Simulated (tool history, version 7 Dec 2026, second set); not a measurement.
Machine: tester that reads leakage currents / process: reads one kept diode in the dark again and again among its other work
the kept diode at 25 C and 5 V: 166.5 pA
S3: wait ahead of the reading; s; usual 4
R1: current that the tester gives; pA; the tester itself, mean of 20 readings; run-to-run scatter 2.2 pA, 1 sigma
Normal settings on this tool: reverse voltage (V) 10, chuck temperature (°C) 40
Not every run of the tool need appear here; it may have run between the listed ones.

Run 1, hour 0: usual settings. Result: R1 720.76 pA.
Run 2, hour 74.8: usual settings. Result: R1 717.85 pA.
Run 3, hour 128.9: usual settings. Result: R1 711.98 pA.
Run 4, hour 227.4: usual settings. Result: R1 685.62 pA.
Run 5, hour 313.6: usual settings. Result: R1 684.24 pA.
Run 6, hour 406.3: usual settings. Result: R1 681.22 pA.
Run 7, hour 450.5: usual settings. Result: R1 680.14 pA.
Run 8, hour 512.7: usual settings but chuck temperature (°C) 26. Result: R1 214.23 pA.
Run 9, hour 572.9: usual settings. Result: R1 678.1 pA.
Run 10, hour 628.9: usual settings. Result: R1 741.24 pA.
Run 11, hour 670: usual settings but chuck temperature (°C) 31, S3 0.34 s. Result: R1 366.36 pA.
Run 12, hour 765.5: usual settings but reverse voltage (V) 4.2, chuck temperature (°C) 26, S3 0.34 s. Result: R1 173.21 pA.
Run 13, hour 833.3: usual settings but reverse voltage (V) 1.4, chuck temperature (°C) 34, S3 0.38 s. Result: R1 223.06 pA.
Run 14, hour 894.1: usual settings but reverse voltage (V) 1.4, chuck temperature (°C) 34, S3 0.38 s. Result: R1 221.84 pA.
Run 15, hour 978.7: usual settings but reverse voltage (V) 1.4, chuck temperature (°C) 22, S3 6.59 s. Result: R1 79.47 pA.
Run 16, hour 1029.6: usual settings but chuck temperature (°C) 21, S3 2.37 s. Result: R1 152.17 pA.
Run 17, hour 1078.9: usual settings but reverse voltage (V) 2.3, chuck temperature (°C) 50, S3 0.49 s. Result: R1 914.87 pA.
Run 18, hour 1163.3: usual settings but reverse voltage (V) 7. Result: R1 638.43 pA.
Run 19, hour 1204.5: usual settings but chuck temperature (°C) 58. Result: R1 2778.54 pA.

Withheld: 4 entries from between the runs. Position of each, and hidden state at the listed run before versus the listed run after:
Runs 3 to 4: probe card cleaned and baked (hour 200.3)
  stray current of the dirty probe card, pA a volt: 2.828 -> 0.031; current scale over the true one, %: 0.21 -> 0.23; true chuck temperature over the reading, C: -1.04 -> -1.07
  what was measured, less what the result would be without the hidden state, R1: -28.66 -> -58.61 pA
Runs 8 to 9: tester calibrated (hour 524.1)
  stray current of the dirty probe card, pA a volt: 0.146 -> 0.171; current scale over the true one, %: 0.27 -> 0.36; true chuck temperature over the reading, C: -1.17 -> -1.2
  what was measured, less what the result would be without the hidden state, R1: -20.78 -> -62.86 pA
Runs 9 to 10: chuck's temperature calibrated (hour 587.4)
  stray current of the dirty probe card, pA a volt: 0.171 -> 0.192; current scale over the true one, %: 0.36 -> 0.37; true chuck temperature over the reading, C: -1.2 -> -0.14
  what was measured, less what the result would be without the hidden state, R1: -62.86 -> -3.94 pA
Runs 16 to 17: tester calibrated, once more (hour 1036.7)
  stray current of the dirty probe card, pA a volt: 0.355 -> 0.375; current scale over the true one, %: 0.43 -> 0.03; true chuck temperature over the reading, C: -0.29 -> -0.31
  what was measured, less what the result would be without the hidden state, R1: +0.09 -> -20.1 pA

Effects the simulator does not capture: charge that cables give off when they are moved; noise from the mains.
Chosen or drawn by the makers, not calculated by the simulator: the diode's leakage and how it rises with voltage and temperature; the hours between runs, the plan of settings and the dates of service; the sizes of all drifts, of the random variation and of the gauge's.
